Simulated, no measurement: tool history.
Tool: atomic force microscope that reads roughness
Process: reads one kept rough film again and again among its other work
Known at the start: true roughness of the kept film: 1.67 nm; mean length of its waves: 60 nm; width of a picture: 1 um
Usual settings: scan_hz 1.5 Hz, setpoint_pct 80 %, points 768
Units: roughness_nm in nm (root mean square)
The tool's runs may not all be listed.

{"run": 1, "hour": 0.0, "scan_hz": 1.5, "setpoint_pct": 80, "points": 768, "roughness_nm": 1.483}
{"run": 2, "hour": 20.7, "scan_hz": 1.5, "setpoint_pct": 80, "points": 768, "roughness_nm": 1.472}
{"hour": 33.2, "done": "new tip fitted"}
{"run": 3, "hour": 34.0, "scan_hz": 1.5, "setpoint_pct": 80, "points": 768, "roughness_nm": 1.507}
{"run": 4, "hour": 54.7, "scan_hz": 1.5, "setpoint_pct": 80, "points": 768, "roughness_nm": 1.492}
{"run": 5, "hour": 67.9, "scan_hz": 1.5, "setpoint_pct": 80, "points": 768, "roughness_nm": 1.485}
{"run": 6, "hour": 82.0, "scan_hz": 1.5, "setpoint_pct": 80, "points": 768, "roughness_nm": 1.476}
{"run": 7, "hour": 102.3, "scan_hz": 1.5, "setpoint_pct": 80, "points": 404, "roughness_nm": 1.455}
{"hour": 121.0, "done": "new tip fitted"}
{"run": 8, "hour": 127.8, "scan_hz": 1.5, "setpoint_pct": 80, "points": 768, "roughness_nm": 1.498}
{"run": 9, "hour": 148.7, "scan_hz": 1.5, "setpoint_pct": 80, "points": 768, "roughness_nm": 1.491}
{"run": 10, "hour": 167.6, "scan_hz": 1.5, "setpoint_pct": 80, "points": 768, "roughness_nm": 1.481}
{"run": 11, "hour": 183.0, "scan_hz": 1.5, "setpoint_pct": 80, "points": 768, "roughness_nm": 1.467}
{"run": 12, "hour": 197.4, "scan_hz": 1.22, "setpoint_pct": 80, "points": 768, "roughness_nm": 1.505}
{"hour": 209.9, "done": "new tip fitted"}
{"run": 13, "hour": 213.8, "scan_hz": 1.22, "setpoint_pct": 80, "points": 768, "roughness_nm": 1.53}
{"run": 14, "hour": 224.6, "scan_hz": 1.22, "setpoint_pct": 80, "points": 768, "roughness_nm": 1.52}
{"hour": 227.5, "done": "height scale calibrated on a step standard"}
{"run": 15, "hour": 239.4, "scan_hz": 1.22, "setpoint_pct": 80, "points": 768, "roughness_nm": 1.515}
{"run": 16, "hour": 254.0, "scan_hz": 1.22, "setpoint_pct": 80, "points": 845, "roughness_nm": 1.504}
{"run": 17, "hour": 269.3, "scan_hz": 0.95, "setpoint_pct": 87, "points": 845, "roughness_nm": 1.498}
{"run": 18, "hour": 285.8, "scan_hz": 0.95, "setpoint_pct": 87, "points": 845, "roughness_nm": 1.484}
{"hour": 300.2, "done": "new tip fitted"}
{"run": 19, "hour": 308.1, "scan_hz": 0.95, "setpoint_pct": 87, "points": 845, "roughness_nm": 1.519}
{"run": 20, "hour": 332.1, "scan_hz": 1.59, "setpoint_pct": 67, "points": 493, "roughness_nm": 1.545}
{"hour": 340.5, "done": "height scale calibrated on a step standard, once more"}
{"run": 21, "hour": 345.9, "scan_hz": 1.5, "setpoint_pct": 61, "points": 866, "roughness_nm": 1.564}
{"run": 22, "hour": 356.8, "scan_hz": 0.52, "setpoint_pct": 80, "points": 401, "roughness_nm": 1.548}
{"run": 23, "hour": 380.4, "scan_hz": 1.9, "setpoint_pct": 76, "points": 359, "roughness_nm": 1.449}
{"hour": 389.1, "done": "new tip fitted"}
{"run": 24, "hour": 393.4, "scan_hz": 1.9, "setpoint_pct": 76, "points": 359, "roughness_nm": 1.475}
{"run": 25, "hour": 414.5, "scan_hz": 1.9, "setpoint_pct": 76, "points": 359, "roughness_nm": 1.473}

Forecast run 26:
{"run": 26, "hour": 428.0, "scan_hz": 2.22, "setpoint_pct": 75, "points": 567, "roughness_nm": "?"}

Run 26 gave roughness_nm 1.439 nm (root mean square).
Without the tool's hidden state the same run would have given roughness_nm 1.462 nm (root mean square).
